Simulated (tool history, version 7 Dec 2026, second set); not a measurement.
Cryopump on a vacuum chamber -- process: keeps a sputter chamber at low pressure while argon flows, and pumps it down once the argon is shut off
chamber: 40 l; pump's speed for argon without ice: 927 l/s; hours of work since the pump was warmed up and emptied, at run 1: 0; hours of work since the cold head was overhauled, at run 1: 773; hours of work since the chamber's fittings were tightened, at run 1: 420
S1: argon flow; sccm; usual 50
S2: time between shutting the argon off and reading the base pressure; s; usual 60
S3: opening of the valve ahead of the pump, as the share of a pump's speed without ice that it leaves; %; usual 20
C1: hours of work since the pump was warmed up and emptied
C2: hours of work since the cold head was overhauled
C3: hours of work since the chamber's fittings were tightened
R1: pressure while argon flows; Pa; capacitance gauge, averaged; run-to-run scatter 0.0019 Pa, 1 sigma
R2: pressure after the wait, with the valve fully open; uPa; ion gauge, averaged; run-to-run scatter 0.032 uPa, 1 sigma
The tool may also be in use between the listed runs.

| run | hour | S1 | S2 | S3 | C1 | C2 | C3 | R1 | R2 |
|---|---|---|---|---|---|---|---|---|---|
| 1 | 0.0 | 50 | 60 | 20 | 0 | 773 | 420 | 0.4583 | 2.12 |
| 2 | 56.1 | 50 | 60 | 20 | 37 | 810 | 457 | 0.4580 | 2.09 |
| 3 | 153.5 | 73 | 60 | 20 | 101 | 874 | 521 | 0.6690 | 2.16 |
| 4 | 235.8 | 73 | 60 | 20 | 155 | 929 | 575 | 0.6706 | 2.29 |
| 5 | 292.6 | 50 | 60 | 53 | 193 | 966 | 613 | 0.1773 | 2.28 |
| 6 | 392.5 | 50 | 24 | 20 | 259 | 1032 | 679 | 0.4643 | 4.37 |
| 7 | 470.7 | 50 | 60 | 20 | 310 | 1083 | 730 | 0.4637 | 2.44 |
| 8 | 545.6 | 50 | 60 | 20 | 360 | 1133 | 779 | 0.4637 | 2.50 |
| 9 | 587.8 | 50 | 60 | 24 | 387 | 1161 | 807 | 0.3903 | 2.47 |
| 10 | 647.1 | 50 | 60 | 24 | 426 | 1200 | 846 | 0.3894 | 2.61 |
| 11 | 727.0 | 50 | 60 | 24 | 479 | 1252 | 899 | 0.3871 | 2.63 |
| 12 | 793.0 | 50 | 60 | 56 | 523 | 1296 | 943 | 0.1745 | 2.69 |
| 13 | 867.3 | 50 | 60 | 56 | 572 | 1345 | 992 | 0.1764 | 2.70 |
| 14 | 948.5 | 50 | 60 | 56 | 625 | 1398 | 1045 | 0.1766 | 2.82 |
| 15 | 1025.6 | 50 | 60 | 39 | 676 | 1449 | 1096 | 0.2496 | 2.87 |
| 16 | 1068.2 | 50 | 60 | 20 | 704 | 1477 | 1124 | 0.4723 | 2.94 |
| 17 | 1136.9 | 50 | 60 | 37 | 749 | 1523 | 1169 | 0.2649 | 3.06 |
|  | 1161.0 | pump warmed up, emptied and cooled again |
| 18 | 1201.2 | 91 | 128 | 54 | 26 | 1562 | 1208 | 0.3102 | 2.12 |
| 19 | 1261.9 | 42 | 38 | 17 | 67 | 1602 | 1248 | 0.4499 | 3.55 |
| 20 | 1347.8 | 42 | 38 | 17 | 123 | 1658 | 1305 | 0.4557 | 3.59 |
| 21 | 1405.9 | 42 | 38 | 17 | 161 | 1697 | 1343 | 0.4545 | 3.86 |
| 22 | 1454.5 | 44 | 67 | 20 | 193 | 1729 | 1375 | 0.4042 | 2.87 |
| 23 | 1501.7 | 75 | 52 | 38 | 225 | 1760 | 1406 | 0.3638 | 3.24 |
| 24 | 1554.7 | 75 | 52 | 38 | 260 | 1795 | 1441 | 0.3674 | 3.24 |
| 25 | 1655.0 | 95 | 50 | 34 | 326 | 1861 | 1507 | 0.5294 | 3.51 |
| 26 | 1757.7 | 95 | 50 | 34 | 393 | 1928 | 1575 | 0.5295 | 3.54 |
|  | 1829.4 | leaking fittings of the chamber tightened, without venting |
| 27 | 1850.3 | 63 | 50 | 34 | 453 | 1988 | 14 | 0.3476 | 1.99 |
| 28 | 1909.9 | 63 | 50 | 34 | 492 | 2027 | 53 | 0.3524 | 2.09 |
| 29 | 1954.0 | 63 | 50 | 34 | 521 | 2057 | 82 | 0.3524 | 2.10 |
| 30 | 2016.9 | 63 | 50 | 34 | 563 | 2098 | 124 | 0.3529 | 2.13 |
| 31 | 2111.7 | 50 | 276 | 32 | 625 | 2160 | 186 | 0.2989 | 0.87 |
| 32 | 2201.0 | 50 | 76 | 32 | 684 | 2219 | 245 | 0.2998 | 1.68 |
| 33 | 2278.1 | 50 | 76 | 32 | 735 | 2270 | 296 | 0.3005 | 1.75 |

For each entry between runs, how does the tool's hidden state at the last listed run before it compare with that at the first listed run after it?
Runs 17 to 18: pump warmed up, emptied and cooled again (hour 1161.0)
  pump's speed, % of a pump's without ice: 85.6 -> 99.4; cold plate's temperature, K: 12.56 -> 12.57; leak into the chamber, uPa l/s: 1284 -> 1317
  measured less the result without the state, R1: +0.0166 -> +0.0030 Pa; R2: +1.33 -> +1.15 uPa
Runs 26 to 27: leaking fittings of the chamber tightened, without venting (hour 1829.4)
  pump's speed, % of a pump's without ice: 92.7 -> 91.7; cold plate's temperature, K: 12.68 -> 12.7; leak into the chamber, uPa l/s: 1617 -> 337
  measured less the result without the state, R1: +0.0162 -> +0.0121 Pa; R2: +1.58 -> +0.08 uPa
